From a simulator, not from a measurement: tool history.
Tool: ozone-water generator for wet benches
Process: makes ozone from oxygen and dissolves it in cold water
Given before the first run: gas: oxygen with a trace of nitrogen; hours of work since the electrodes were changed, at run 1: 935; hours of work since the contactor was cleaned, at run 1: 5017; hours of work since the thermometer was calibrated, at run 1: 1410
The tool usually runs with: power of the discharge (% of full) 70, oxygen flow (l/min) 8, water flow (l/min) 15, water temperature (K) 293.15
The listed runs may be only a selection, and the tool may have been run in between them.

| run | hour | power of the discharge (% of full) | oxygen flow (l/min) | water flow (l/min) | water temperature (K) | hours of work since the electrodes were changed | hours of work since the contactor was cleaned | hours of work since the thermometer was calibrated | dissolved ozone (ppm) | ozone in the gas ahead of the water (g/m3) |
|---|---|---|---|---|---|---|---|---|---|---|
| 1 | 0 | 70 | 8 | 15 | 293.15 | 935 | 5017 | 1410 | 29.4 | 256.3 |
| 2 | 55.6 | 70 | 8 | 20 | 293.15 | 973 | 5055 | 1448 | 23.9 | 257.1 |
| 3 | 89.5 | 70 | 8 | 20 | 293.15 | 996 | 5078 | 1471 | 23.8 | 255.8 |
| 4 | 114.7 | 70 | 8 | 20 | 293.15 | 1013 | 5095 | 1488 | 24.2 | 255.5 |
| 5 | 176.2 | 70 | 8 | 15 | 296.15 | 1055 | 5137 | 1529 | 27.6 | 257 |
| 6 | 237.5 | 45 | 8 | 15 | 293.15 | 1097 | 5179 | 1571 | 21.4 | 188.2 |
| 7 | 279.5 | 70 | 8 | 9 | 293.15 | 1125 | 5207 | 1599 | 39.1 | 255.5 |
| 8 | 305.1 | 70 | 8 | 23 | 293.15 | 1142 | 5224 | 1617 | 21.7 | 254 |
| 9 | 362.5 | 70 | 8 | 23 | 293.15 | 1181 | 5263 | 1656 | 21.7 | 256.1 |
| 10 | 396.1 | 70 | 8 | 23 | 293.15 | 1204 | 5286 | 1679 | 21.5 | 257.1 |
|  | 400.4 | water thermometer calibrated |
| 11 | 422.3 | 79 | 12.33 | 10 | 289.15 | 1222 | 5304 | 15 | 41.4 | 234 |
| 12 | 463.6 | 70 | 6.31 | 15 | 293.15 | 1250 | 5332 | 43 | 29.4 | 280.2 |
| 13 | 500.4 | 70 | 6.31 | 14 | 293.15 | 1275 | 5357 | 68 | 30.6 | 281.5 |
|  | 548.7 | water thermometer calibrated, once more |
| 14 | 559.3 | 70 | 6.31 | 14 | 293.15 | 1314 | 5396 | 7 | 30.7 | 280.4 |
| 15 | 598.8 | 66 | 6.31 | 13 | 296.15 | 1341 | 5423 | 34 | 29 | 268.3 |
| 16 | 638.7 | 51 | 6.31 | 10 | 295.15 | 1368 | 5450 | 61 | 29.5 | 223.5 |
| 17 | 686.4 | 68 | 8 | 15 | 293.15 | 1400 | 5482 | 93 | 28.8 | 250.6 |

What if the next run were any one of these 4? Each begins from the tool's condition after run 17:
| A | 727.5 | 70 | 8 | 15 | 298.15 | 1428 | 5510 | 121 | ? | ? |
| B | 727.5 | 62 | 10.8 | 15 | 297.15 | 1428 | 5510 | 121 | ? | ? |
| C | 727.5 | 70 | 10.1 | 17 | 293.15 | 1428 | 5510 | 121 | ? | ? |
| D | 727.5 | 50 | 6.7 | 15 | 291.15 | 1428 | 5510 | 121 | ? | ? |

| run | dissolved ozone (ppm) | ozone in the gas ahead of the water (g/m3) |
|---|---|---|
| A | 26.6 | 254.8 |
| B | 23.8 | 208.6 |
| C | 26.9 | 232.6 |
| D | 24.3 | 218.2 |
Take away the tool's hidden state, keep each run's random variation, and the runs would have read:
| run | dissolved ozone (ppm) | ozone in the gas ahead of the water (g/m3) |
|---|---|---|
| A | 27.6 | 256.3 |
| B | 24.7 | 209.8 |
| C | 27.9 | 234 |
| D | 25.1 | 219.2 |
